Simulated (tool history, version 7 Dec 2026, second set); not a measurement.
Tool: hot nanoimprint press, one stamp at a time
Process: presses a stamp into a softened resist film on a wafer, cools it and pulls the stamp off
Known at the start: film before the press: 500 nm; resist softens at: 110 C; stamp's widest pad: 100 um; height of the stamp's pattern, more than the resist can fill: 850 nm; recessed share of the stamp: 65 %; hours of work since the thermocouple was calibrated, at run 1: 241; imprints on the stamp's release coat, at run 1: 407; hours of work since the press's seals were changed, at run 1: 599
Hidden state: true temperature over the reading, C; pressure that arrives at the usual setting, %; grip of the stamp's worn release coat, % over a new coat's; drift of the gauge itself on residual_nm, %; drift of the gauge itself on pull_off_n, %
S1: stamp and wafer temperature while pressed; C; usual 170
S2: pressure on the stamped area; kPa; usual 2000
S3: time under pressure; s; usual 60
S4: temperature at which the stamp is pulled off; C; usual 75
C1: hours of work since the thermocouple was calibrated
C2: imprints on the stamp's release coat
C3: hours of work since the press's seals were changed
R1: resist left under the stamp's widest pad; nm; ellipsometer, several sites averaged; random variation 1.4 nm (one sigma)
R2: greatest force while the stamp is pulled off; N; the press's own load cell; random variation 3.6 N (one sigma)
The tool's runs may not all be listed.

| run | day | S1 | S2 | S3 | S4 | C1 | C2 | C3 | R1 | R2 |
|---|---|---|---|---|---|---|---|---|---|---|
| 1 | 0 | 170 | 2000 | 60 | 75 | 241 | 407 | 599 | 223.3 | 195 |
|  | 1.342 | plate thermocouple calibrated |
| 2 | 2.246 | 170 | 2000 | 60 | 75 | 15 | 550 | 633 | 232.2 | 210 |
|  | 3.308 | stamp cleaned and given a new release coat |
| 3 | 5.529 | 170 | 2000 | 60 | 75 | 64 | 150 | 682 | 227.1 | 185 |
| 4 | 7.392 | 170 | 1960 | 60 | 75 | 94 | 275 | 713 | 232 | 200 |
| 5 | 8.971 | 170 | 2000 | 60 | 75 | 120 | 382 | 738 | 230.5 | 194 |
| 6 | 10.812 | 170 | 2000 | 60 | 75 | 149 | 506 | 768 | 234.7 | 209 |
|  | 12.429 | plate thermocouple calibrated, once more |
|  | 12.679 | stamp cleaned and given a new release coat |
| 7 | 12.933 | 170 | 2000 | 60 | 75 | 4 | 17 | 796 | 218.6 | 173 |
| 8 | 15.775 | 170 | 2000 | 60 | 75 | 50 | 209 | 842 | 221.7 | 191 |
| 9 | 17.246 | 170 | 2000 | 60 | 75 | 74 | 308 | 866 | 223 | 191 |
| 10 | 19.508 | 170 | 2000 | 78 | 75 | 111 | 460 | 903 | 204.7 | 202 |
| 11 | 20.804 | 161 | 2000 | 78 | 75 | 132 | 548 | 924 | 328.2 | 211 |
|  | 21.867 | stamp cleaned and given a new release coat |
| 12 | 22.942 | 161 | 2000 | 78 | 75 | 162 | 72 | 954 | 328.2 | 178 |
| 13 | 25.408 | 161 | 2000 | 78 | 75 | 202 | 238 | 994 | 333.1 | 183 |
| 14 | 28.333 | 161 | 2000 | 78 | 75 | 249 | 435 | 1042 | 330.8 | 199 |
|  | 29.083 | plate thermocouple calibrated |
|  | 30.246 | press's hydraulic seals changed and the load cell set to zero |
| 15 | 30.462 | 161 | 2000 | 78 | 75 | 17 | 548 | 4 | 311.8 | 210 |
|  | 31.567 | stamp cleaned and given a new release coat |
| 16 | 32.379 | 161 | 2000 | 78 | 75 | 44 | 54 | 31 | 309.1 | 176 |
| 17 | 34.312 | 159 | 2860 | 60 | 75 | 75 | 184 | 62 | 321.4 | 187 |
| 18 | 36.362 | 170 | 1830 | 60 | 65 | 108 | 323 | 95 | 225.2 | 238 |
| 19 | 38.033 | 170 | 1830 | 60 | 65 | 136 | 435 | 122 | 228.2 | 250 |

The next listed run, before its measurement:
| 20 | 40.167 | 170 | 3040 | 61 | 68 | 170 | 579 | 157 | ? | ? |

R1: 173.4 nm
R2: 244 N
Without the tool's hidden state the same run would have given R1 165.9 nm, R2 202 N.
